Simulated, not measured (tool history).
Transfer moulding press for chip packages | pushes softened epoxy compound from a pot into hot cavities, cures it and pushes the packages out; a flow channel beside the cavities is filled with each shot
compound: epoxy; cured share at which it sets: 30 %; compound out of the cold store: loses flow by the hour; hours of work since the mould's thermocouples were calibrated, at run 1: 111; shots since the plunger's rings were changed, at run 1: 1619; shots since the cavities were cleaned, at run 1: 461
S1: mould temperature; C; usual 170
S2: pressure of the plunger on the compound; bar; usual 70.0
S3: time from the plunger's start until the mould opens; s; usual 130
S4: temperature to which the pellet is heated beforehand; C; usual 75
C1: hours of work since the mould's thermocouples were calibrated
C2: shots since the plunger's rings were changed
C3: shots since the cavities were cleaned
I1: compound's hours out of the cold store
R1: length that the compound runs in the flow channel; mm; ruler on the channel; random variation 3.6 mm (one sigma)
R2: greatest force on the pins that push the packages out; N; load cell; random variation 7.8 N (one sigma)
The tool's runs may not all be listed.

| run | hour | S1 | S2 | S3 | S4 | C1 | C2 | C3 | I1 | R1 | R2 |
|---|---|---|---|---|---|---|---|---|---|---|---|
| 1 | 0.0 | 170 | 70.0 | 130 | 75 | 111 | 1619 | 461 | 46.1 | 503 | 517 |
|  | 23.3 | cavities cleaned with cleaning compound and waxed |
| 2 | 82.6 | 170 | 70.0 | 130 | 75 | 172 | 2505 | 648 | 10.1 | 637 | 606 |
|  | 92.3 | cavities cleaned with cleaning compound and waxed |
| 3 | 129.2 | 166 | 70.0 | 130 | 75 | 206 | 2998 | 403 | 10.2 | 644 | 761 |
|  | 159.6 | cavities cleaned with cleaning compound and waxed |
| 4 | 202.9 | 166 | 70.0 | 130 | 75 | 261 | 3787 | 473 | 12.4 | 628 | 729 |
|  | 224.8 | cavities cleaned with cleaning compound and waxed |
| 5 | 277.1 | 166 | 70.0 | 130 | 75 | 315 | 4581 | 571 | 24.4 | 570 | 730 |
|  | 283.3 | mould's thermocouples calibrated |
|  | 296.2 | cavities cleaned with cleaning compound and waxed |
| 6 | 330.2 | 166 | 70.0 | 130 | 75 | 34 | 5124 | 372 | 30.4 | 547 | 639 |
|  | 359.5 | cavities cleaned with cleaning compound and waxed |
|  | 402.5 | plunger's sealing rings changed |
| 7 | 413.3 | 170 | 70.0 | 119 | 75 | 94 | 118 | 560 | 10.8 | 646 | 707 |
|  | 426.5 | cavities cleaned with cleaning compound and waxed |
|  | 492.5 | cavities cleaned with cleaning compound and waxed |
| 8 | 492.5 | 170 | 70.0 | 119 | 76 | 151 | 950 | 0 | 26.1 | 587 | 417 |
|  | 557.3 | cavities cleaned with cleaning compound and waxed |
| 9 | 582.5 | 170 | 70.0 | 119 | 76 | 217 | 1918 | 275 | 22.4 | 591 | 555 |
|  | 626.1 | cavities cleaned with cleaning compound and waxed |
| 10 | 640.7 | 170 | 85.3 | 130 | 75 | 260 | 2537 | 159 | 11.5 | 701 | 449 |
|  | 688.2 | cavities cleaned with cleaning compound and waxed |
| 11 | 711.1 | 170 | 70.0 | 130 | 75 | 312 | 3290 | 250 | 46.5 | 498 | 451 |
|  | 725.4 | mould's thermocouples calibrated |
|  | 754.2 | cavities cleaned with cleaning compound and waxed |
| 12 | 764.5 | 170 | 70.0 | 130 | 75 | 28 | 3836 | 113 | 37.3 | 529 | 371 |
|  | 823.4 | cavities cleaned with cleaning compound and waxed |
| 13 | 841.2 | 170 | 54.7 | 130 | 75 | 85 | 4658 | 195 | 25.8 | 496 | 423 |
| 14 | 882.5 | 170 | 54.7 | 124 | 75 | 116 | 5109 | 646 | 41.8 | 437 | 575 |
|  | 890.3 | cavities cleaned with cleaning compound and waxed |
|  | 954.6 | plunger's sealing rings changed |
|  | 956.1 | cavities cleaned with cleaning compound and waxed |
| 15 | 963.1 | 170 | 54.7 | 124 | 75 | 172 | 77 | 77 | 20.8 | 535 | 403 |
|  | 1023.3 | cavities cleaned with cleaning compound and waxed |
| 16 | 1039.2 | 170 | 58.5 | 130 | 75 | 228 | 892 | 174 | 17.5 | 563 | 430 |
|  | 1088.4 | cavities cleaned with cleaning compound and waxed |
| 17 | 1132.0 | 170 | 59.5 | 130 | 70 | 297 | 1889 | 475 | 22.3 | 546 | 564 |
|  | 1157.6 | cavities cleaned with cleaning compound and waxed |
|  | 1167.5 | mould's thermocouples calibrated |
| 18 | 1188.0 | 170 | 59.5 | 130 | 70 | 15 | 2464 | 311 | 35.4 | 495 | 466 |
|  | 1223.8 | cavities cleaned with cleaning compound and waxed |
| 19 | 1244.4 | 174 | 59.5 | 130 | 70 | 57 | 3064 | 225 | 12.8 | 566 | 406 |
|  | 1290.7 | cavities cleaned with cleaning compound and waxed |
| 20 | 1308.7 | 174 | 59.5 | 130 | 70 | 104 | 3749 | 196 | 38.2 | 481 | 360 |
|  | 1354.4 | cavities cleaned with cleaning compound and waxed |
| 21 | 1379.1 | 174 | 61.9 | 144 | 71 | 156 | 4503 | 269 | 31.4 | 507 | 383 |
|  | 1416.6 | cavities cleaned with cleaning compound and waxed |
| 22 | 1423.7 | 176 | 70.0 | 130 | 75 | 188 | 4974 | 78 | 14.4 | 590 | 312 |
|  | 1484.0 | cavities cleaned with cleaning compound and waxed |
| 23 | 1484.0 | 174 | 70.0 | 130 | 84 | 232 | 5617 | 0 | 36.7 | 509 | 296 |
|  | 1510.9 | plunger's sealing rings changed |
| 24 | 1532.5 | 174 | 70.0 | 130 | 84 | 267 | 236 | 502 | 27.5 | 586 | 478 |
|  | 1552.4 | cavities cleaned with cleaning compound and waxed |
|  | 1608.5 | mould's thermocouples calibrated |
|  | 1618.5 | cavities cleaned with cleaning compound and waxed |
| 25 | 1627.3 | 174 | 70.0 | 130 | 84 | 13 | 1218 | 97 | 39.4 | 529 | 328 |

Hidden state or all else? Some run-to-run changes of R1, split into what the settings, what came in and random variation would give without the hidden state, and what is left for the hidden state (with any gauge scatter that isn't in both results):
The hidden state here: true mould temperature over the reading, C; pressure that reaches the compound, % of what is set; grip of the stained cavities, % over clean ones'; drift of the gauge itself on flow_mm, %; drift of the gauge itself on push_out_n, %.
Run 1 -> 2: cavities cleaned with cleaning compound and waxed. R1 +134 mm: hidden state -11, all else +145.
Run 6 -> 7: S1 166 -> 170, S3 130 -> 119, cavities cleaned with cleaning compound and waxed, plunger's sealing rings changed. R1 +99 mm: hidden state +37, all else +62.
Run 10 -> 11: S2 85.3 -> 70.0, cavities cleaned with cleaning compound and waxed. R1 -203 mm: hidden state +2, all else -205.
Run 23 -> 24: plunger's sealing rings changed. R1 +77 mm: hidden state +37, all else +40.
